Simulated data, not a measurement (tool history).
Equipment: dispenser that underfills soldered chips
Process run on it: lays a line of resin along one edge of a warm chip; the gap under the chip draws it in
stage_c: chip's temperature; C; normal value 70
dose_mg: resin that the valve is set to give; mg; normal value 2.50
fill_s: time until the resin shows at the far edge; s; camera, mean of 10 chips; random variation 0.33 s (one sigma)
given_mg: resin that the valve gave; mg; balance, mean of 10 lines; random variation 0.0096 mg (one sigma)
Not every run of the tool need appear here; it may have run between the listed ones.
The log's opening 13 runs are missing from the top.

{"day": 3.129, "done": "new syringe of resin"}
{"run": 14, "day": 3.225, "stage_c": 70, "dose_mg": 2.39, "fill_s": 16.8, "given_mg": 2.301}
{"day": 3.512, "done": "new syringe of resin"}
{"run": 15, "day": 3.525, "stage_c": 70, "dose_mg": 2.39, "fill_s": 16.0, "given_mg": 2.301}
{"run": 16, "day": 3.817, "stage_c": 70, "dose_mg": 2.39, "fill_s": 19.0, "given_mg": 2.289}
{"day": 3.9, "done": "new syringe of resin"}
{"run": 17, "day": 4.029, "stage_c": 82, "dose_mg": 2.5, "fill_s": 10.5, "given_mg": 2.401}
{"run": 18, "day": 4.175, "stage_c": 82, "dose_mg": 2.89, "fill_s": 11.5, "given_mg": 2.761}
{"day": 4.296, "done": "new syringe of resin"}
{"day": 4.338, "done": "dispensing valve cleaned and set on the balance"}
{"run": 19, "day": 4.492, "stage_c": 83, "dose_mg": 3.2, "fill_s": 10.4, "given_mg": 3.203}
{"run": 20, "day": 4.654, "stage_c": 80, "dose_mg": 2.48, "fill_s": 12.6, "given_mg": 2.468}
{"day": 4.729, "done": "new syringe of resin"}
{"day": 4.892, "done": "stage's temperature calibrated"}
{"run": 21, "day": 4.975, "stage_c": 72, "dose_mg": 2.49, "fill_s": 14.4, "given_mg": 2.486}
{"day": 5.171, "done": "new syringe of resin"}
{"run": 22, "day": 5.225, "stage_c": 72, "dose_mg": 2.39, "fill_s": 13.9, "given_mg": 2.381}
{"run": 23, "day": 5.475, "stage_c": 68, "dose_mg": 2.68, "fill_s": 18.6, "given_mg": 2.656}
{"day": 5.562, "done": "new syringe of resin"}
{"run": 24, "day": 5.7, "stage_c": 68, "dose_mg": 2.68, "fill_s": 17.1, "given_mg": 2.66}
{"run": 25, "day": 5.908, "stage_c": 68, "dose_mg": 2.68, "fill_s": 18.9, "given_mg": 2.65}
{"day": 5.946, "done": "new syringe of resin"}
{"run": 26, "day": 6.242, "stage_c": 57, "dose_mg": 3.04, "fill_s": 29.3, "given_mg": 3.015}
{"day": 6.338, "done": "new syringe of resin"}
{"run": 27, "day": 6.45, "stage_c": 57, "dose_mg": 2.51, "fill_s": 26.5, "given_mg": 2.479}
{"run": 28, "day": 6.604, "stage_c": 57, "dose_mg": 2.43, "fill_s": 29.5, "given_mg": 2.407}
{"day": 6.729, "done": "new syringe of resin"}
{"run": 29, "day": 6.829, "stage_c": 79, "dose_mg": 3.07, "fill_s": 10.8, "given_mg": 3.037}
{"day": 7.117, "done": "new syringe of resin"}
{"run": 30, "day": 7.121, "stage_c": 79, "dose_mg": 2.75, "fill_s": 9.4, "given_mg": 2.714}
{"run": 31, "day": 7.421, "stage_c": 79, "dose_mg": 2.75, "fill_s": 12.2, "given_mg": 2.71}
{"day": 7.504, "done": "new syringe of resin"}
{"run": 32, "day": 7.733, "stage_c": 63, "dose_mg": 2.74, "fill_s": 22.3, "given_mg": 2.691}
{"day": 7.888, "done": "new syringe of resin"}
{"run": 33, "day": 8.017, "stage_c": 63, "dose_mg": 2.74, "fill_s": 20.9, "given_mg": 2.7}
{"run": 34, "day": 8.229, "stage_c": 78, "dose_mg": 2.88, "fill_s": 13.1, "given_mg": 2.817}

Consider 3 possible next runs. They are alternatives, not a sequence: every one starts from the tool as it was left by run 34. What does each give?
{"day": 8.271, "done": "new syringe of resin"}
{"run": "A", "day": 8.446, "stage_c": 79, "dose_mg": 2.5, "fill_s": "?", "given_mg": "?"}
{"day": 8.271, "done": "new syringe of resin"}
{"run": "B", "day": 8.446, "stage_c": 57, "dose_mg": 2.64, "fill_s": "?", "given_mg": "?"}
{"day": 8.271, "done": "new syringe of resin"}
{"run": "C", "day": 8.446, "stage_c": 72, "dose_mg": 2.67, "fill_s": "?", "given_mg": "?"}

run=A fill_s=11.7 given_mg=2.433
run=B fill_s=27.8 given_mg=2.574
run=C fill_s=14.9 given_mg=2.613
Take away the tool's hidden state, keep each run's random variation, and the runs would have read:
run=A fill_s=10.2 given_mg=2.489
run=B fill_s=24.1 given_mg=2.634
run=C fill_s=13.0 given_mg=2.673
